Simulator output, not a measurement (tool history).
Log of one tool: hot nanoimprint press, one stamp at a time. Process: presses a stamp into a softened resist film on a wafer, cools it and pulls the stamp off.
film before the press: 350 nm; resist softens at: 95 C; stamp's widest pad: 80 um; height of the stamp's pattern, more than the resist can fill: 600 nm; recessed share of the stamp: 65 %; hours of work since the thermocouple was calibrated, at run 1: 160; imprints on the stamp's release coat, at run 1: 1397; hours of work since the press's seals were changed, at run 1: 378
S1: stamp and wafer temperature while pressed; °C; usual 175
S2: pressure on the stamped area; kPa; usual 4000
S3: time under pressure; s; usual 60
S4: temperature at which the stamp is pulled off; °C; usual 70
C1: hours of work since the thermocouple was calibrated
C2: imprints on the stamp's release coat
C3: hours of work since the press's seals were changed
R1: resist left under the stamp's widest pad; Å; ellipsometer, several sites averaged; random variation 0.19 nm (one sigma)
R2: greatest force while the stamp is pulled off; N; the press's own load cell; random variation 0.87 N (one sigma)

Run 1, hour 0: usual settings; C1 160; C2 1397; C3 378. Result: R1 1817 Å, R2 130.7 N.
Run 2, hour 15.8: usual settings but S2 3190 kPa; C1 170; C2 1441; C3 388. Result: R1 1960 Å, R2 130.5 N.
Run 3, hour 24.7: usual settings but S2 3190 kPa; C1 176; C2 1466; C3 394. Result: R1 1963 Å, R2 129.5 N.
Run 4, hour 37.1: usual settings but S2 3190 kPa; C1 184; C2 1501; C3 402. Result: R1 1959 Å, R2 130.3 N.
Run 5, hour 45.2: usual settings but S2 3190 kPa; C1 190; C2 1524; C3 408. Result: R1 1960 Å, R2 131.4 N.
Run 6, hour 62.2: usual settings but S2 3190 kPa; C1 201; C2 1572; C3 419. Result: R1 1956 Å, R2 132 N.
Run 7, hour 76: usual settings but S2 3190 kPa; C1 210; C2 1611; C3 428. Result: R1 1960 Å, R2 132.6 N.
Run 8, hour 86.4: usual settings but S3 62 s; C1 217; C2 1640; C3 435. Result: R1 1784 Å, R2 131.3 N.
Run 9, hour 94.6: usual settings but S3 62 s; C1 222; C2 1664; C3 441. Result: R1 1787 Å, R2 132.2 N.
Run 10, hour 107.5: usual settings but S3 62 s; C1 231; C2 1700; C3 449. Result: R1 1782 Å, R2 131.7 N.
Run 11, hour 123.4: usual settings but S3 62 s; C1 242; C2 1745; C3 460. Result: R1 1777 Å, R2 133.1 N.
Run 12, hour 131: usual settings but S3 62 s; C1 247; C2 1766; C3 465. Result: R1 1782 Å, R2 132.8 N.
Run 13, hour 142.2: usual settings but S2 3070 kPa, S3 47 s, S4 72 °C; C1 254; C2 1798; C3 472. Result: R1 2142 Å, R2 126.9 N.
Run 14, hour 156.7: usual settings but S1 177 °C, S2 3070 kPa, S3 30 s, S4 72 °C; C1 264; C2 1839; C3 482. Result: R1 2321 Å, R2 126.4 N.
Run 15, hour 165.4: usual settings but S1 177 °C, S2 3070 kPa, S3 30 s, S4 72 °C; C1 269; C2 1863; C3 488. Result: R1 2322 Å, R2 126 N.
Run 16, hour 175.1: usual settings but S1 178 °C, S2 3850 kPa, S3 98 s; C1 276; C2 1891; C3 494. Result: R1 1362 Å, R2 133.4 N.
At hour 187.5: plate thermocouple calibrated.
Run 17, hour 193.7: usual settings but S1 170 °C, S2 3740 kPa, S3 75 s, S4 65 °C; C1 4; C2 1935; C3 504. Result: R1 2056 Å, R2 156.8 N.
Run 18, hour 204.4: usual settings but S1 170 °C, S2 3740 kPa, S3 75 s, S4 65 °C; C1 11; C2 1965; C3 512. Result: R1 2056 Å, R2 159.8 N.
Run 19, hour 216.5: usual settings but S4 60 °C; C1 19; C2 1999; C3 520. Result: R1 1855 Å, R2 177.8 N.
Run 20, hour 230.8: usual settings but S4 60 °C; C1 29; C2 2039; C3 529. Result: R1 1857 Å, R2 180.1 N.
At hour 239.3: stamp cleaned and given a new release coat.
Run 21, hour 249.1: usual settings but S2 2590 kPa, S4 64 °C; C1 37; C2 28; C3 537. Result: R1 2137 Å, R2 137.9 N.

5 ways to go on from here, each from the tool as it stands after run 21. What would each give?
Run A, hour 265.1: usual settings but S2 2720 kPa, S3 78 s, S4 59 °C; C1 48; C2 73; C3 548. Result: R1 ?, R2 ?.
Run B, hour 265.1: usual settings but S1 174 °C, S4 78 °C; C1 48; C2 73; C3 548. Result: R1 ?, R2 ?.
Run C, hour 265.1: usual settings but S2 2590 kPa, S3 33 s, S4 64 °C; C1 48; C2 73; C3 548. Result: R1 ?, R2 ?.
Run D, hour 265.1: usual settings but S1 179 °C, S3 42 s, S4 62 °C; C1 48; C2 73; C3 548. Result: R1 ?, R2 ?.
Run E, hour 265.1: usual settings but S1 163 °C, S2 2590 kPa, S3 56 s, S4 76 °C; C1 48; C2 73; C3 548. Result: R1 ?, R2 ?.

run    R1     R2
  A  1924  154.7
  B  1908   91.4
  C  2525  139.3
  D  1864  145.5
  E  2848   99.2
Without the tool's hidden state the same runs would have given:
run    R1     R2
  A  1918  154.5
  B  1894   91.5
  C  2520  139.1
  D  1850  145.3
  E  2846   99.3

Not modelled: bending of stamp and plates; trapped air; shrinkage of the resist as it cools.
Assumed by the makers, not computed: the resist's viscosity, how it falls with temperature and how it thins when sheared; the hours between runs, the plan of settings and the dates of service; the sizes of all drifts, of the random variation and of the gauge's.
